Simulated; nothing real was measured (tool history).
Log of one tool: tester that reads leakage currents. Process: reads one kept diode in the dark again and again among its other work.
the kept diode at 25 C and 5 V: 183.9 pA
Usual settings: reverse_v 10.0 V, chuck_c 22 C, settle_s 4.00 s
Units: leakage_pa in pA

| run | hour | reverse_v | chuck_c | settle_s | leakage_pa |
|---|---|---|---|---|---|
| 1 | 0.0 | 10.0 | 22 | 4.00 | 220.81 |
| 2 | 54.9 | 10.0 | 22 | 9.84 | 220.75 |
| 3 | 161.2 | 10.0 | 22 | 4.51 | 221.81 |
| 4 | 233.5 | 10.0 | 22 | 4.00 | 223.41 |
| 5 | 299.9 | 10.0 | 22 | 4.00 | 222.70 |
| 6 | 373.5 | 10.0 | 22 | 4.00 | 224.64 |
| 7 | 434.8 | 10.0 | 22 | 4.00 | 224.44 |
| 8 | 486.1 | 10.0 | 22 | 5.05 | 224.91 |
| 9 | 553.6 | 10.0 | 22 | 4.00 | 225.21 |
| 10 | 645.2 | 10.0 | 22 | 4.00 | 226.85 |
| 11 | 746.2 | 10.0 | 22 | 4.00 | 227.13 |
| 12 | 834.6 | 10.0 | 22 | 1.03 | 230.74 |
| 13 | 886.9 | 10.0 | 22 | 1.03 | 230.09 |
| 14 | 976.7 | 10.0 | 22 | 1.03 | 231.80 |
| 15 | 1049.9 | 10.0 | 22 | 1.03 | 232.11 |
| 16 | 1110.4 | 10.0 | 22 | 1.03 | 233.42 |
| 17 | 1171.2 | 10.0 | 22 | 1.03 | 232.10 |
| 18 | 1238.5 | 10.0 | 22 | 1.03 | 234.79 |
| 19 | 1344.2 | 10.0 | 22 | 4.00 | 232.22 |
| 20 | 1412.2 | 10.0 | 22 | 4.00 | 232.81 |
| 21 | 1471.6 | 10.0 | 22 | 4.00 | 232.94 |
| 22 | 1557.2 | 4.0 | 26 | 1.33 | 211.95 |
| 23 | 1625.5 | 2.3 | 42 | 4.00 | 626.63 |
| 24 | 1710.0 | 10.0 | 22 | 0.47 | 241.60 |
| 25 | 1788.6 | 16.1 | 22 | 4.00 | 301.17 |
| 26 | 1846.6 | 16.1 | 31 | 4.00 | 663.88 |
| 27 | 1897.2 | 3.2 | 40 | 1.52 | 631.07 |
| 28 | 1965.2 | 2.7 | 38 | 8.78 | 492.60 |
|  | 1976.9 | chuck's temperature calibrated |
|  | 2036.9 | probe card cleaned and baked |
| 29 | 2042.8 | 2.7 | 38 | 8.78 | 506.28 |
|  | 2131.2 | chuck's temperature calibrated, once more |
| 30 | 2139.4 | 10.0 | 22 | 2.66 | 197.69 |
| 31 | 2192.9 | 1.5 | 48 | 3.24 | 717.83 |
| 32 | 2257.9 | 1.8 | 42 | 3.45 | 482.37 |
| 33 | 2361.5 | 17.9 | 42 | 4.00 | 1519.46 |
| 34 | 2416.0 | 4.0 | 58 | 4.00 | 2500.23 |
| 35 | 2493.6 | 4.0 | 58 | 4.00 | 2518.73 |
| 36 | 2540.2 | 4.0 | 58 | 4.00 | 2514.60 |
| 37 | 2611.9 | 10.0 | 22 | 9.97 | 202.08 |
| 38 | 2664.3 | 10.0 | 22 | 9.97 | 201.47 |
| 39 | 2730.1 | 10.0 | 22 | 9.97 | 202.36 |
| 40 | 2808.3 | 15.1 | 30 | 0.74 | 518.06 |

Measured less the same run without the tool's hidden state. The same run-to-run variation is in both; the gauge's scatter may not be:
The hidden state here: stray current of the dirty probe card, pA a volt; current scale over the true one, %; true chuck temperature over the reading, C; drift of the gauge itself on leakage_pa, %.
| run | leakage_pa |
|---|---|
| 1 | +23.24 |
| 2 | +23.72 |
| 3 | +24.67 |
| 4 | +25.42 |
| 5 | +25.86 |
| 6 | +26.76 |
| 7 | +27.20 |
| 8 | +27.69 |
| 9 | +28.25 |
| 10 | +29.24 |
| 11 | +30.06 |
| 12 | +30.98 |
| 13 | +31.30 |
| 14 | +32.28 |
| 15 | +32.93 |
| 16 | +33.56 |
| 17 | +33.85 |
| 18 | +34.75 |
| 19 | +35.51 |
| 20 | +36.17 |
| 21 | +36.67 |
| 22 | +31.06 |
| 23 | +81.38 |
| 24 | +39.22 |
| 25 | +52.26 |
| 26 | +102.80 |
| 27 | +88.49 |
| 28 | +71.08 |
| 29 | +83.20 |
| 30 | +0.34 |
| 31 | +1.76 |
| 32 | +2.40 |
| 33 | +12.80 |
| 34 | +21.56 |
| 35 | +27.71 |
| 36 | +30.85 |
| 37 | +4.30 |
| 38 | +4.74 |
| 39 | +5.30 |
| 40 | +13.58 |
